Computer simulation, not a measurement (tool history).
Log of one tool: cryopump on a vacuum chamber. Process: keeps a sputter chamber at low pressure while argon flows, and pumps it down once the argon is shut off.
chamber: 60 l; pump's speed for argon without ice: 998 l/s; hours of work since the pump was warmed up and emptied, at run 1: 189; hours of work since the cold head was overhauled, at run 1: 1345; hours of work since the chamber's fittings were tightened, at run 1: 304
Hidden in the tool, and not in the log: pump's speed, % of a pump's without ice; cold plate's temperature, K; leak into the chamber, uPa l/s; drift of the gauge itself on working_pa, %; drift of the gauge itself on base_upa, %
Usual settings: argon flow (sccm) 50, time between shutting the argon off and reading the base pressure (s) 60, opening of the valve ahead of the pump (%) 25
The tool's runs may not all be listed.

run	day	argon flow (sccm)	time between shutting the argon off and reading the base pressure (s)	opening of the valve ahead of the pump (%)	hours of work since the pump was warmed up and emptied	hours of work since the cold head was overhauled	hours of work since the chamber's fittings were tightened	pressure while argon flows (Pa)	pressure after the wait (uPa)
1	0	50	60	25	189	1345	304	0.3423	2.74
2	1.15	21	60	25	208	1363	322	0.1442	2.69
3	2.312	21	60	25	226	1382	341	0.1443	2.73
4	3.967	50	67	25	253	1408	368	0.3422	2.51
5	6.029	50	67	25	286	1441	401	0.3441	2.6
6	7.308	50	60	47	307	1462	421	0.1856	2.75
7	8.354	50	60	47	323	1479	438	0.1856	2.8

Forecast run 8:
8	9.896	72	60	18	348	1503	463	?	?

Run 8 gave pressure while argon flows (Pa) 0.6849, pressure after the wait (uPa) 2.84.
Without the tool's hidden state the same run would have given pressure while argon flows (Pa) 0.6756, pressure after the wait (uPa) 2.46.

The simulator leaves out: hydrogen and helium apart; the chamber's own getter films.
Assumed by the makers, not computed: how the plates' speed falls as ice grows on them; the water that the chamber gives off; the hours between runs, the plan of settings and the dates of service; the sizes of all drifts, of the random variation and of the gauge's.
